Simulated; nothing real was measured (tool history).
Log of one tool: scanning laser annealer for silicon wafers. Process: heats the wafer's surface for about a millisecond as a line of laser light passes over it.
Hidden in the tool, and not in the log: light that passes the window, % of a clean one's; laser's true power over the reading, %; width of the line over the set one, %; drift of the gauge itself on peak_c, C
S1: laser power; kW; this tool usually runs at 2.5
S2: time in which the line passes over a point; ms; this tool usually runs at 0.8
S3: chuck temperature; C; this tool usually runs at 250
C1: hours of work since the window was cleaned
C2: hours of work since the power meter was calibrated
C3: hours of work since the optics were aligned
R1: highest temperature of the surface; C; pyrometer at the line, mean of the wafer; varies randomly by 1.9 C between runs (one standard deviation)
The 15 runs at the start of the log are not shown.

| run | hour | S1 | S2 | S3 | C1 | C2 | C3 | R1 |
|---|---|---|---|---|---|---|---|---|
| 16 | 206.6 | 2.5 | 0.8 | 279 | 543 | 390 | 208 | 1089 |
| 17 | 220.9 | 2.5 | 0.8 | 279 | 552 | 399 | 217 | 1084 |
| 18 | 229.4 | 2.5 | 0.8 | 279 | 558 | 404 | 222 | 1087 |
|  | 235.3 | optics aligned, line set to its width |
| 19 | 246.2 | 2.5 | 0.8 | 279 | 565 | 412 | 7 | 1084 |
| 20 | 259.7 | 2.69 | 0.8 | 250 | 574 | 421 | 16 | 1128 |
| 21 | 275.4 | 2.69 | 0.8 | 250 | 584 | 431 | 26 | 1127 |
|  | 288.3 | optics aligned, line set to its width, once more |
| 22 | 297.6 | 2.5 | 0.745 | 250 | 595 | 442 | 6 | 1025 |
| 23 | 315.3 | 2.497 | 1 | 253 | 606 | 453 | 17 | 1168 |
| 24 | 327 | 2.336 | 0.894 | 266 | 614 | 460 | 25 | 1058 |
| 25 | 345.7 | 2.165 | 0.894 | 218 | 626 | 472 | 37 | 946 |
| 26 | 364.8 | 2.304 | 0.894 | 214 | 638 | 484 | 49 | 999 |
| 27 | 373.4 | 2.396 | 0.8 | 250 | 643 | 490 | 54 | 1012 |
| 28 | 393.4 | 2.396 | 0.8 | 250 | 656 | 503 | 67 | 1015 |
| 29 | 408.8 | 2.254 | 0.886 | 242 | 666 | 513 | 77 | 995 |
| 30 | 427.3 | 2.159 | 0.962 | 242 | 678 | 524 | 89 | 990 |
| 31 | 443 | 2.334 | 0.978 | 254 | 688 | 534 | 99 | 1084 |
| 32 | 462.1 | 2.334 | 0.978 | 254 | 700 | 547 | 111 | 1085 |
| 33 | 472.9 | 2.281 | 0.571 | 243 | 707 | 553 | 118 | 832 |
| 34 | 489.8 | 2.65 | 0.864 | 221 | 717 | 564 | 129 | 1114 |
| 35 | 506.8 | 2.65 | 0.864 | 221 | 728 | 575 | 139 | 1114 |
| 36 | 517.7 | 2.326 | 0.8 | 250 | 735 | 582 | 146 | 981 |
| 37 | 531.2 | 2.204 | 0.735 | 250 | 744 | 591 | 155 | 902 |
| 38 | 546.7 | 2.5 | 0.813 | 260 | 754 | 601 | 165 | 1063 |
|  | 562.7 | window over the wafer cleaned |
| 39 | 562.7 | 2.718 | 0.8 | 261 | 0 | 610 | 174 | 1187 |
| 40 | 571.3 | 2.548 | 0.874 | 241 | 5 | 615 | 179 | 1143 |

4 options for the next run, each taken on its own from the tool as it stands now. Forecast them:
| A | 581.4 | 2.5 | 0.8 | 248 | 12 | 621 | 186 | ? |
| B | 581.4 | 2.437 | 0.8 | 219 | 12 | 621 | 186 | ? |
| C | 581.4 | 2.305 | 0.874 | 241 | 12 | 621 | 186 | ? |
| D | 581.4 | 2.346 | 0.8 | 250 | 12 | 621 | 186 | ? |

| run | R1 |
|---|---|
| A | 1085 |
| B | 1033 |
| C | 1046 |
| D | 1030 |
Stripped of hidden state, with their random variation kept, the same runs would have yielded:
| run | R1 |
|---|---|
| A | 1092 |
| B | 1039 |
| C | 1052 |
| D | 1036 |
